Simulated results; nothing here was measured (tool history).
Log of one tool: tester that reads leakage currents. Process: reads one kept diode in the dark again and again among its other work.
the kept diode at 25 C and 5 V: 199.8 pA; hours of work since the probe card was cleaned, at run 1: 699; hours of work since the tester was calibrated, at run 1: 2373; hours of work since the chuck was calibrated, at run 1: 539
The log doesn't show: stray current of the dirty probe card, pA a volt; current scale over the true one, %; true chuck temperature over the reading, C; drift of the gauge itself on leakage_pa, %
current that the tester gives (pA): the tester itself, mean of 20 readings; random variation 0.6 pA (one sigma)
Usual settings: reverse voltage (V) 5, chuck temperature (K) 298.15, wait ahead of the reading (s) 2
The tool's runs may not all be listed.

run,hour,reverse voltage (V),chuck temperature (K),wait ahead of the reading (s),hours of work since the probe card was cleaned,hours of work since the tester was calibrated,hours of work since the chuck was calibrated,current that the tester gives (pA)
1,0,5,298.15,2,699,2373,539,190.29
2,128.9,5,307.15,2,758,2432,597,434.33
3,229.2,5,307.15,3.39,804,2477,643,435.93
4,319.7,3.71,298.15,2,845,2519,684,171.81
5,405.4,5,298.15,2,884,2558,723,187.04
6,538.4,5,328.15,0.9,944,2618,784,2552.72
7,624,6.43,314.15,2,983,2657,823,858.11

Forecast run 8:
8,804.5,8.98,297.15,2.87,1065,2739,905,?

Run 8 gave current that the tester gives (pA) 202.33.
Without the tool's hidden state the same run would have given current that the tester gives (pA) 216.2.

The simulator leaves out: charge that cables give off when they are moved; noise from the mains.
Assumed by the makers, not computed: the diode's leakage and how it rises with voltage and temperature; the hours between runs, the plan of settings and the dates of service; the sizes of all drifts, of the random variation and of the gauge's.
